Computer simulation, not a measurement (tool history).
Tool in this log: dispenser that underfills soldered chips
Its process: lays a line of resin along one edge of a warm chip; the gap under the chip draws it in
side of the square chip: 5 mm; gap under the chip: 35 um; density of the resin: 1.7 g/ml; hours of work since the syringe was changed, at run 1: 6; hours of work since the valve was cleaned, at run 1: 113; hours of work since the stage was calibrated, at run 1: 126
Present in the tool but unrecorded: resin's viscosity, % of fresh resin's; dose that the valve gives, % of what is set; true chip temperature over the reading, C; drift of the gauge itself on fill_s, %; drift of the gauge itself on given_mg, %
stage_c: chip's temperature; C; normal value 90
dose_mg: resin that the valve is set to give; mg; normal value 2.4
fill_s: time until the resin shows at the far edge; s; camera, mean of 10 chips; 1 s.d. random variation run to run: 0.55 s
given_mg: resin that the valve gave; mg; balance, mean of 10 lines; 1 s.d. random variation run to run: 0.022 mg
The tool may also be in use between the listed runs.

run,hour,stage_c,dose_mg,hours of work since the syringe was changed,hours of work since the valve was cleaned,hours of work since the stage was calibrated,fill_s,given_mg
1,0,90,2.4,6,113,126,66.6,2.28
# hour 3.5: new syringe of resin
# hour 15.9: new syringe of resin
2,15.9,90,2.4,0,124,137,46.6,2.26
# hour 26.7: dispensing valve cleaned and set on the balance
# hour 29.2: new syringe of resin
3,29.2,90,2.4,0,2,145,48.4,2.37
# hour 42.5: new syringe of resin
4,42.5,90,2.4,0,11,154,47.2,2.38
5,49.3,90,2.4,5,15,159,60.5,2.41
# hour 55.2: new syringe of resin
6,64.4,90,2.4,7,26,169,64.4,2.36
# hour 68.4: new syringe of resin
7,73.7,101,2.4,4,32,176,37.6,2.35
# hour 81.6: new syringe of resin
8,84.9,90,2.78,2,40,184,53.1,2.69
# hour 93.8: new syringe of resin
9,93.8,92,2.78,0,46,190,44.1,2.72
10,100.4,92,2.78,5,51,194,56.8,2.69
# hour 106.8: new syringe of resin
11,116,92,2.78,6,61,205,59.1,2.7
# hour 119.4: new syringe of resin
12,131.3,92,2.78,8,72,216,66.8,2.64
# hour 132.4: new syringe of resin
13,144.1,92,2.78,8,81,224,66.5,2.68
# hour 145.3: new syringe of resin
# hour 158.2: new syringe of resin
14,158.9,95,2.93,1,91,234,41.1,2.78
15,165.3,96,2.4,5,95,239,50.6,2.31
# hour 170.9: new syringe of resin
16,173.8,88,2.51,2,101,245,59.3,2.39
17,182,88,2.93,8,107,250,76.3,2.75
# hour 183.7: new syringe of resin
# hour 196.4: new syringe of resin
18,196.4,88,2.93,0,117,260,51.9,2.79
19,206.8,76,2.4,7,124,267,125,2.26

Pick out some run-to-run changes in fill_s. Of each, how much would a tool without hidden state show as well, from the settings, what came in and chance, and how much is left for the hidden state and any gauge scatter not in both results compared?
Run 18 -> 19: stage_c 88 -> 76, dose_mg 2.93 -> 2.4. fill_s +73.1 s: hidden state +40.7, all else +32.4.
